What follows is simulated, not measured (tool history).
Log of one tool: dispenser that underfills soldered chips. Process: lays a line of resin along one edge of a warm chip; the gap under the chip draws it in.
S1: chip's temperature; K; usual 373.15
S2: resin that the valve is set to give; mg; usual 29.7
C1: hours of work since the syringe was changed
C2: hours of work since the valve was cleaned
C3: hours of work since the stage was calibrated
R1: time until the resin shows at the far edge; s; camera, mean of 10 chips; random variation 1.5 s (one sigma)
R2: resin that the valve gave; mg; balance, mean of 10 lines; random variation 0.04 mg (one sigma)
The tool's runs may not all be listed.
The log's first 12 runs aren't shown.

{"run": 13, "hour": 49.5, "S1": 371.15, "S2": 29.7, "C1": 5, "C2": 18, "C3": 94, "R1": 182.7, "R2": 29.62}
{"run": 14, "hour": 54.3, "S1": 373.15, "S2": 29.7, "C1": 8, "C2": 21, "C3": 97, "R1": 193.2, "R2": 29.56}
{"hour": 58.4, "done": "new syringe of resin"}
{"run": 15, "hour": 59.6, "S1": 373.15, "S2": 29.7, "C1": 1, "C2": 25, "C3": 100, "R1": 152.9, "R2": 29.48}
{"run": 16, "hour": 63.1, "S1": 373.15, "S2": 29.7, "C1": 3, "C2": 27, "C3": 103, "R1": 168.3, "R2": 29.58}
{"run": 17, "hour": 68.0, "S1": 368.15, "S2": 26.7, "C1": 7, "C2": 30, "C3": 106, "R1": 219.0, "R2": 26.46}
{"run": 18, "hour": 70.2, "S1": 368.15, "S2": 26.7, "C1": 8, "C2": 32, "C3": 107, "R1": 230.5, "R2": 26.54}
{"run": 19, "hour": 72.4, "S1": 373.15, "S2": 37.2, "C1": 9, "C2": 33, "C3": 109, "R1": 205.4, "R2": 36.94}
{"hour": 74.6, "done": "new syringe of resin"}
{"run": 20, "hour": 77.6, "S1": 373.15, "S2": 37.2, "C1": 2, "C2": 37, "C3": 112, "R1": 158.2, "R2": 36.83}
{"run": 21, "hour": 82.2, "S1": 373.15, "S2": 37.2, "C1": 5, "C2": 40, "C3": 115, "R1": 175.9, "R2": 36.74}
{"run": 22, "hour": 85.5, "S1": 373.15, "S2": 37.2, "C1": 7, "C2": 42, "C3": 118, "R1": 192.9, "R2": 36.78}
{"run": 23, "hour": 89.3, "S1": 360.15, "S2": 26.6, "C1": 10, "C2": 44, "C3": 120, "R1": 310.8, "R2": 26.32}
{"hour": 90.8, "done": "new syringe of resin"}
{"run": 24, "hour": 91.8, "S1": 360.15, "S2": 26.6, "C1": 1, "C2": 46, "C3": 122, "R1": 218.8, "R2": 26.29}
{"run": 25, "hour": 94.1, "S1": 360.15, "S2": 26.6, "C1": 2, "C2": 48, "C3": 123, "R1": 229.0, "R2": 26.26}
{"run": 26, "hour": 97.8, "S1": 380.15, "S2": 29.7, "C1": 5, "C2": 50, "C3": 126, "R1": 139.7, "R2": 29.27}
{"run": 27, "hour": 101.6, "S1": 377.15, "S2": 38.3, "C1": 7, "C2": 53, "C3": 128, "R1": 167.6, "R2": 37.59}
{"run": 28, "hour": 104.9, "S1": 362.15, "S2": 29.4, "C1": 10, "C2": 55, "C3": 131, "R1": 282.9, "R2": 28.98}
{"hour": 106.9, "done": "new syringe of resin"}
{"run": 29, "hour": 108.8, "S1": 373.15, "S2": 32.6, "C1": 1, "C2": 57, "C3": 133, "R1": 152.1, "R2": 32.04}
{"run": 30, "hour": 111.0, "S1": 368.15, "S2": 30.8, "C1": 3, "C2": 59, "C3": 135, "R1": 187.5, "R2": 30.43}

4 ways to go on from here, each from the tool as it stands after run 30. What would each give?
{"run": "A", "hour": 115.6, "S1": 386.15, "S2": 37.6, "C1": 6, "C2": 62, "C3": 138, "R1": "?", "R2": "?"}
{"run": "B", "hour": 115.6, "S1": 380.15, "S2": 29.7, "C1": 6, "C2": 62, "C3": 138, "R1": "?", "R2": "?"}
{"run": "C", "hour": 115.6, "S1": 378.15, "S2": 29.5, "C1": 6, "C2": 62, "C3": 138, "R1": "?", "R2": "?"}
{"run": "D", "hour": 115.6, "S1": 362.15, "S2": 32.3, "C1": 6, "C2": 62, "C3": 138, "R1": "?", "R2": "?"}

run=A R1=127.8 R2=36.98
run=B R1=147.5 R2=29.22
run=C R1=157.0 R2=28.93
run=D R1=246.6 R2=31.67
Without the tool's hidden state the same runs would have given:
run=A R1=101.0 R2=37.63
run=B R1=116.2 R2=29.73
run=C R1=123.6 R2=29.43
run=D R1=194.1 R2=32.22

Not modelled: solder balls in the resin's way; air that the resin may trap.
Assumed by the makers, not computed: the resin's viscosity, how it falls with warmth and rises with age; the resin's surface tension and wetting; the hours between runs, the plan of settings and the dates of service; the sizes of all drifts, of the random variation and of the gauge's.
